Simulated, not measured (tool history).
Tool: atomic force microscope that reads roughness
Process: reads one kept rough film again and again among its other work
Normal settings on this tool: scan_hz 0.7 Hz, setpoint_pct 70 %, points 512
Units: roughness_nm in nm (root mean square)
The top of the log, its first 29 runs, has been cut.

| run | hour | scan_hz | setpoint_pct | points | pictures with this tip | hours of work since the height scale was calibrated | roughness_nm |
|---|---|---|---|---|---|---|---|
| 30 | 539.2 | 0.7 | 63 | 441 | 68 | 545 | 4.953 |
| 31 | 560 | 1.84 | 56 | 512 | 113 | 561 | 4.828 |
| 32 | 586 | 1.84 | 56 | 512 | 169 | 581 | 4.774 |
| 33 | 599.5 | 1.84 | 56 | 512 | 198 | 591 | 4.668 |
|  | 609.5 | new tip fitted |
| 34 | 620.9 | 0.85 | 70 | 512 | 24 | 607 | 4.963 |
| 35 | 644 | 1.043 | 83 | 935 | 74 | 625 | 4.62 |
| 36 | 659.1 | 0.7 | 78 | 328 | 107 | 636 | 4.772 |
| 37 | 681.9 | 3.365 | 57 | 678 | 156 | 653 | 4.638 |
| 38 | 701.5 | 3.365 | 57 | 678 | 198 | 668 | 4.576 |
|  | 710.8 | new tip fitted |
| 39 | 725.4 | 3.365 | 57 | 678 | 32 | 686 | 4.801 |
| 40 | 746.1 | 3.647 | 77 | 379 | 77 | 702 | 4.129 |
| 41 | 761.3 | 2.596 | 88 | 379 | 110 | 713 | 3.956 |
| 42 | 780.1 | 2.596 | 65 | 449 | 150 | 728 | 4.552 |
| 43 | 793.7 | 2.596 | 65 | 449 | 179 | 738 | 4.566 |

What if the next run were any one of these 3? Each begins from the tool's condition after run 43:
|  | 811.5 | new tip fitted |
| A | 819.9 | 1.315 | 60 | 615 | 18 | 758 | ? |
|  | 811.5 | new tip fitted |
| B | 819.9 | 2.216 | 75 | 440 | 18 | 758 | ? |
|  | 811.5 | new tip fitted |
| C | 819.9 | 2.596 | 73 | 307 | 18 | 758 | ? |

| run | roughness_nm |
|---|---|
| A | 4.978 |
| B | 4.577 |
| C | 4.552 |
Without the tool's unlogged condition, the same runs would have read:
| run | roughness_nm |
|---|---|
| A | 4.952 |
| B | 4.554 |
| C | 4.529 |

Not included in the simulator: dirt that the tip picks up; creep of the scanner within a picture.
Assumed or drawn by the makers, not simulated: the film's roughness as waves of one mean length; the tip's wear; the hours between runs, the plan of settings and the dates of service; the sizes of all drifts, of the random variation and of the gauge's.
